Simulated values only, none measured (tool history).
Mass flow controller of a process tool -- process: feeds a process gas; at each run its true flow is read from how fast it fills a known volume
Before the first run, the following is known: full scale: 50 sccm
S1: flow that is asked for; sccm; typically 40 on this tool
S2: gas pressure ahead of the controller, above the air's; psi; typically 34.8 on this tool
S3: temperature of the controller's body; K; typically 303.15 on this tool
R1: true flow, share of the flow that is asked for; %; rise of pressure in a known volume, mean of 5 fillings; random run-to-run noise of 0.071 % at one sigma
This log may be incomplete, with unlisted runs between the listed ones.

run 1 day=0.000 | S1=40 S2=34.8 S3=303.15 | R1=102.45
run 2 day=11.671 | S1=40 S2=34.8 S3=303.15 | R1=102.52
run 3 day=24.225 | S1=40 S2=28.6 S3=303.15 | R1=102.38
run 4 day=37.367 | S1=40 S2=27.0 S3=303.15 | R1=102.49
run 5 day=47.258 | S1=40 S2=34.8 S3=303.15 | R1=102.64
run 6 day=56.721 | S1=40 S2=34.8 S3=303.15 | R1=102.65
run 7 day=71.883 | S1=40 S2=34.8 S3=303.15 | R1=102.54
run 8 day=84.742 | S1=15 S2=34.8 S3=303.15 | R1=101.76
run 9 day=107.300 | S1=40 S2=34.8 S3=313.15 | R1=103.75
run 10 day=125.829 | S1=40 S2=34.8 S3=313.15 | R1=103.77
run 11 day=147.700 | S1=40 S2=34.8 S3=313.15 | R1=103.72
run 12 day=164.546 | S1=40 S2=34.8 S3=313.15 | R1=103.84
run 13 day=185.967 | S1=40 S2=34.8 S3=313.15 | R1=103.98
run 14 day=196.858 | S1=6 S2=34.8 S3=303.15 | R1=100.10
run 15 day=206.600 | S1=6 S2=34.8 S3=303.15 | R1=100.14
run 16 day=218.688 | S1=6 S2=34.4 S3=303.15 | R1=100.09
run 17 day=235.238 | S1=6 S2=34.4 S3=303.15 | R1=99.97
run 18 day=252.754 | S1=6 S2=34.4 S3=306.15 | R1=100.24
run 19 day=266.808 | S1=40 S2=34.8 S3=303.15 | R1=103.15
run 20 day=284.496 | S1=40 S2=34.8 S3=303.15 | R1=102.98
run 21 day=306.242 | S1=40 S2=34.8 S3=303.15 | R1=103.07
-- day=308.208 controller's zero set anew
run 22 day=328.479 | S1=40 S2=24.5 S3=305.15 | R1=103.24
run 23 day=346.475 | S1=40 S2=24.5 S3=305.15 | R1=103.16
run 24 day=357.962 | S1=26 S2=29.9 S3=305.15 | R1=102.71
-- day=362.588 controller's zero set anew, once more
run 25 day=378.592 | S1=5 S2=25.1 S3=305.15 | R1=103.04
run 26 day=397.871 | S1=5 S2=25.1 S3=305.15 | R1=103.00
run 27 day=417.292 | S1=5 S2=25.1 S3=305.15 | R1=102.81
run 28 day=432.183 | S1=5 S2=25.1 S3=305.15 | R1=102.80
run 29 day=454.671 | S1=11 S2=25.1 S3=312.15 | R1=104.01
run 30 day=464.421 | S1=11 S2=25.1 S3=312.15 | R1=104.02
run 31 day=479.121 | S1=13 S2=36.3 S3=298.15 | R1=102.87
run 32 day=499.921 | S1=40 S2=35.7 S3=303.15 | R1=104.06
run 33 day=511.825 | S1=32 S2=34.8 S3=297.15 | R1=103.30
run 34 day=526.346 | S1=37 S2=32.6 S3=310.15 | R1=104.84
run 35 day=543.883 | S1=37 S2=40.5 S3=294.15 | R1=103.48
run 36 day=557.525 | S1=37 S2=40.5 S3=294.15 | R1=103.34
run 37 day=575.654 | S1=37 S2=40.5 S3=294.15 | R1=103.44
run 38 day=595.904 | S1=10 S2=28.1 S3=303.15 | R1=102.90
run 39 day=612.492 | S1=18 S2=25.5 S3=306.15 | R1=103.86
run 40 day=635.633 | S1=18 S2=25.5 S3=306.15 | R1=103.84
run 41 day=650.988 | S1=18 S2=25.5 S3=306.15 | R1=103.88
run 42 day=673.388 | S1=18 S2=25.5 S3=306.15 | R1=103.92

4 options for the next run, each taken on its own from the tool as it stands now. Forecast them:
run A day=684.912 | S1=22 S2=23.6 S3=304.15 | R1=?
run B day=684.912 | S1=7 S2=39.0 S3=306.15 | R1=?
run C day=684.912 | S1=23 S2=36.0 S3=312.15 | R1=?
run D day=684.912 | S1=9 S2=23.4 S3=296.15 | R1=?

run=A R1=103.80
run=B R1=102.75
run=C R1=104.93
run=D R1=102.00
Take away the tool's hidden state, keep each run's random variation, and the runs would have read:
run=A R1=99.87
run=B R1=100.03
run=C R1=100.97
run=D R1=98.89

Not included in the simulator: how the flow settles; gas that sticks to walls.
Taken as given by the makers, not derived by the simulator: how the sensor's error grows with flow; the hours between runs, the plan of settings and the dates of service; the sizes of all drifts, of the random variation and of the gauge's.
